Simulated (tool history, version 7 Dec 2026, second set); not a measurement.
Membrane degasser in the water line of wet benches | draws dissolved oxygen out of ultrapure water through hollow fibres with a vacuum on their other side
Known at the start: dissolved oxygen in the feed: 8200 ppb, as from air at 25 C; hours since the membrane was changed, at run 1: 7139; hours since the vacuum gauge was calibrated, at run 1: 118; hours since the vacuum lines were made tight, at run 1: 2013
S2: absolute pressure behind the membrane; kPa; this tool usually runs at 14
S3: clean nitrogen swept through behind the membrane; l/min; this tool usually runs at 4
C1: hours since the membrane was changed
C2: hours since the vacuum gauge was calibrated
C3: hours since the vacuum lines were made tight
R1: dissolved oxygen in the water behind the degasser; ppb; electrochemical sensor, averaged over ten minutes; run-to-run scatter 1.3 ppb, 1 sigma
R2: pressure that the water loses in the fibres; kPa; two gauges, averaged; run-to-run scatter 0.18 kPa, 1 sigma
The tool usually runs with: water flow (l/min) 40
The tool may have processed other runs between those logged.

Run 1, hour 0: usual settings; C1 7139; C2 118; C3 2013. Result: R1 275 ppb, R2 35.49 kPa.
Run 2, hour 257.8: usual settings but S3 2.52 l/min; C1 7397; C2 376; C3 2271. Result: R1 407 ppb, R2 35.93 kPa.
Run 3, hour 509.7: usual settings but water flow (l/min) 49; C1 7649; C2 628; C3 2523. Result: R1 345.3 ppb, R2 44.09 kPa.
Run 4, hour 694.6: usual settings; C1 7834; C2 813; C3 2708. Result: R1 278.5 ppb, R2 36.15 kPa.
Run 5, hour 814.7: usual settings; C1 7954; C2 933; C3 2828. Result: R1 279 ppb, R2 36.04 kPa.
Run 6, hour 998.8: usual settings; C1 8138; C2 1117; C3 3012. Result: R1 280.2 ppb, R2 35.79 kPa.
Run 7, hour 1194: usual settings; C1 8333; C2 1312; C3 3207. Result: R1 281.6 ppb, R2 35.86 kPa.
Run 8, hour 1422: usual settings but water flow (l/min) 55; C1 8561; C2 1540; C3 3435. Result: R1 389.8 ppb, R2 49.63 kPa.
Run 9, hour 1531.1: usual settings but water flow (l/min) 55; C1 8670; C2 1649; C3 3544. Result: R1 389.2 ppb, R2 49.62 kPa.
Run 10, hour 1713.5: usual settings but water flow (l/min) 55; C1 8853; C2 1832; C3 3727. Result: R1 388.5 ppb, R2 49.44 kPa.
Run 11, hour 1941: usual settings but water flow (l/min) 55; C1 9080; C2 2059; C3 3954. Result: R1 391.9 ppb, R2 49.69 kPa.
Run 12, hour 2191.4: usual settings but water flow (l/min) 55; C1 9330; C2 2309; C3 4204. Result: R1 394.1 ppb, R2 49.95 kPa.
Run 13, hour 2372.4: usual settings but water flow (l/min) 55; C1 9511; C2 2490; C3 4385. Result: R1 392.1 ppb, R2 49.77 kPa.
Run 14, hour 2497.9: usual settings but S2 14.1 kPa; C1 9637; C2 2616; C3 4511. Result: R1 288 ppb, R2 36.47 kPa.
Run 15, hour 2691: usual settings but water flow (l/min) 64, S2 13.3 kPa, S3 9.06 l/min; C1 9830; C2 2809; C3 4704. Result: R1 253.3 ppb, R2 58.12 kPa.
Run 16, hour 2864.8: usual settings but water flow (l/min) 64, S2 13.3 kPa, S3 9.06 l/min; C1 10004; C2 2983; C3 4878. Result: R1 253.1 ppb, R2 58.39 kPa.
At hour 2885.1: vacuum gauge calibrated.
Run 17, hour 3052.1: usual settings but water flow (l/min) 64, S2 13.3 kPa, S3 9.06 l/min; C1 10191; C2 167; C3 5065. Result: R1 253.2 ppb, R2 58.17 kPa.
Run 18, hour 3227.6: usual settings but S3 11.25 l/min; C1 10366; C2 343; C3 5240. Result: R1 130.7 ppb, R2 36.34 kPa.
Run 19, hour 3470.6: usual settings but S2 12 kPa, S3 10.03 l/min; C1 10609; C2 586; C3 5483. Result: R1 122.9 ppb, R2 36.49 kPa.
Run 20, hour 3615.1: usual settings but water flow (l/min) 46, S2 20.3 kPa, S3 4.4 l/min; C1 10754; C2 730; C3 5628. Result: R1 455 ppb, R2 42.06 kPa.
Run 21, hour 3840.7: usual settings but S2 21.8 kPa, S3 7.88 l/min; C1 10979; C2 956; C3 5853. Result: R1 264.3 ppb, R2 36.58 kPa.
Run 22, hour 3967: usual settings but S2 21.8 kPa, S3 8.61 l/min; C1 11106; C2 1082; C3 5980. Result: R1 247.3 ppb, R2 37.17 kPa.
At hour 4038.2: vacuum gauge calibrated, once more.
Run 23, hour 4083.3: usual settings but water flow (l/min) 31, S2 14.4 kPa, S3 7.36 l/min; C1 11221; C2 45; C3 6095. Result: R1 135.5 ppb, R2 28.57 kPa.
At hour 4207.6: seals of the vacuum lines changed.
Run 24, hour 4252.4: usual settings but water flow (l/min) 31, S2 20.7 kPa, S3 2.81 l/min; C1 11388; C2 212; C3 45. Result: R1 455.5 ppb, R2 28.46 kPa.

Take each entry between the runs: how does the hidden state at the last listed run before it differ from the hidden state at the first listed run after it?
After run 16, before run 17: vacuum gauge calibrated (hour 2885.1)
  membrane still open, %: 93 -> 92.9; true pressure behind the membrane over the reading, kPa: 0.17 -> 0.3; air that leaks in behind the membrane, l/min: 0.0132 -> 0.0136
  what was measured, less what the result would be without the hidden state, R1: +27.2 -> +29.4 ppb; R2: +4.07 -> +4.15 kPa
After run 22, before run 23: vacuum gauge calibrated, once more (hour 4038.2)
  membrane still open, %: 92.3 -> 92.2; true pressure behind the membrane over the reading, kPa: 0.36 -> 0.03; air that leaks in behind the membrane, l/min: 0.0153 -> 0.0155
  what was measured, less what the result would be without the hidden state, R1: +18.4 -> +9.7 ppb; R2: +2.86 -> +2.23 kPa
After run 23, before run 24: seals of the vacuum lines changed (hour 4207.6)
  membrane still open, %: 92.2 -> 92.1; true pressure behind the membrane over the reading, kPa: 0.03 -> 0.04; air that leaks in behind the membrane, l/min: 0.0155 -> 0.0018
  what was measured, less what the result would be without the hidden state, R1: +9.7 -> +8.4 ppb; R2: +2.23 -> +2.27 kPa
